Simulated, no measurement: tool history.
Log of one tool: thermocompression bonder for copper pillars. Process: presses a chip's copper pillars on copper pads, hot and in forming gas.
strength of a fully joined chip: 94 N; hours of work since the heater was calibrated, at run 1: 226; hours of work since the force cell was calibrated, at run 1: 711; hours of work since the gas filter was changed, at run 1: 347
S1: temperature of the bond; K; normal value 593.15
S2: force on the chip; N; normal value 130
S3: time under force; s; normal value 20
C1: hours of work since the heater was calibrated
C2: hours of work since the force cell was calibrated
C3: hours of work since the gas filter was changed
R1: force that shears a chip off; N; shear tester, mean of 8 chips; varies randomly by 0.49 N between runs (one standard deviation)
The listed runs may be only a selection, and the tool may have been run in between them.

| run | day | S1 | S2 | S3 | C1 | C2 | C3 | R1 |
|---|---|---|---|---|---|---|---|---|
| 1 | 0.000 | 593.15 | 130 | 20 | 226 | 711 | 347 | 36.2 |
|  | 1.333 | forming gas filter changed |
| 2 | 1.646 | 593.15 | 130 | 20 | 244 | 729 | 3 | 35.9 |
| 3 | 3.096 | 593.15 | 130 | 20 | 259 | 744 | 19 | 36.3 |
| 4 | 4.592 | 593.15 | 130 | 20 | 275 | 760 | 35 | 35.5 |
| 5 | 5.917 | 593.15 | 130 | 20 | 290 | 774 | 49 | 36.8 |
| 6 | 8.583 | 593.15 | 130 | 20 | 318 | 803 | 78 | 37.0 |
| 7 | 10.538 | 593.15 | 130 | 20 | 339 | 824 | 99 | 36.4 |
| 8 | 13.396 | 593.15 | 130 | 16 | 370 | 855 | 129 | 33.9 |
| 9 | 14.800 | 593.15 | 130 | 16 | 385 | 870 | 144 | 33.3 |
| 10 | 16.938 | 593.15 | 80 | 16 | 408 | 892 | 167 | 26.8 |
| 11 | 18.479 | 593.15 | 80 | 16 | 424 | 909 | 184 | 25.7 |
| 12 | 20.908 | 593.15 | 80 | 16 | 450 | 935 | 210 | 26.7 |
| 13 | 22.900 | 593.15 | 80 | 16 | 471 | 956 | 231 | 26.2 |
| 14 | 25.571 | 593.15 | 192 | 16 | 500 | 985 | 259 | 40.3 |
| 15 | 26.862 | 621.15 | 185 | 48 | 514 | 999 | 273 | 73.4 |
| 16 | 29.162 | 588.15 | 132 | 20 | 538 | 1023 | 298 | 34.2 |
| 17 | 31.608 | 568.15 | 152 | 12 | 565 | 1049 | 324 | 21.2 |
| 18 | 33.854 | 578.15 | 130 | 20 | 589 | 1074 | 348 | 29.0 |
|  | 35.071 | forming gas filter changed |
| 19 | 36.496 | 578.15 | 130 | 20 | 617 | 1102 | 15 | 29.5 |
|  | 37.654 | heater calibrated with a thermocouple chip |
| 20 | 38.192 | 579.15 | 167 | 26 | 6 | 1119 | 33 | 37.3 |
| 21 | 39.975 | 583.15 | 109 | 33 | 25 | 1138 | 52 | 35.3 |
| 22 | 42.812 | 588.15 | 186 | 57 | 55 | 1168 | 82 | 56.5 |
| 23 | 45.154 | 572.15 | 156 | 57 | 80 | 1193 | 107 | 43.7 |
| 24 | 46.367 | 597.15 | 80 | 44 | 93 | 1206 | 120 | 40.6 |
| 25 | 47.775 | 597.15 | 80 | 44 | 108 | 1221 | 135 | 41.7 |
| 26 | 49.846 | 597.15 | 80 | 44 | 131 | 1244 | 157 | 40.3 |
| 27 | 51.312 | 597.15 | 151 | 36 | 146 | 1259 | 173 | 50.7 |

Consider 5 possible next runs. They are alternatives, not a sequence: every one starts from the tool as it was left by run 27. What does each give?
| A | 52.942 | 593.15 | 130 | 18 | 164 | 1277 | 190 | ? |
| B | 52.942 | 614.15 | 98 | 36 | 164 | 1277 | 190 | ? |
| C | 52.942 | 618.15 | 90 | 43 | 164 | 1277 | 190 | ? |
| D | 52.942 | 622.15 | 132 | 12 | 164 | 1277 | 190 | ? |
| E | 52.942 | 569.15 | 130 | 20 | 164 | 1277 | 190 | ? |

| run | R1 |
|---|---|
| A | 34.8 |
| B | 51.1 |
| C | 54.0 |
| D | 42.6 |
| E | 25.5 |
Take away the tool's hidden state, keep each run's random variation, and the runs would have read:
| run | R1 |
|---|---|
| A | 34.8 |
| B | 51.2 |
| C | 54.1 |
| D | 42.7 |
| E | 25.5 |

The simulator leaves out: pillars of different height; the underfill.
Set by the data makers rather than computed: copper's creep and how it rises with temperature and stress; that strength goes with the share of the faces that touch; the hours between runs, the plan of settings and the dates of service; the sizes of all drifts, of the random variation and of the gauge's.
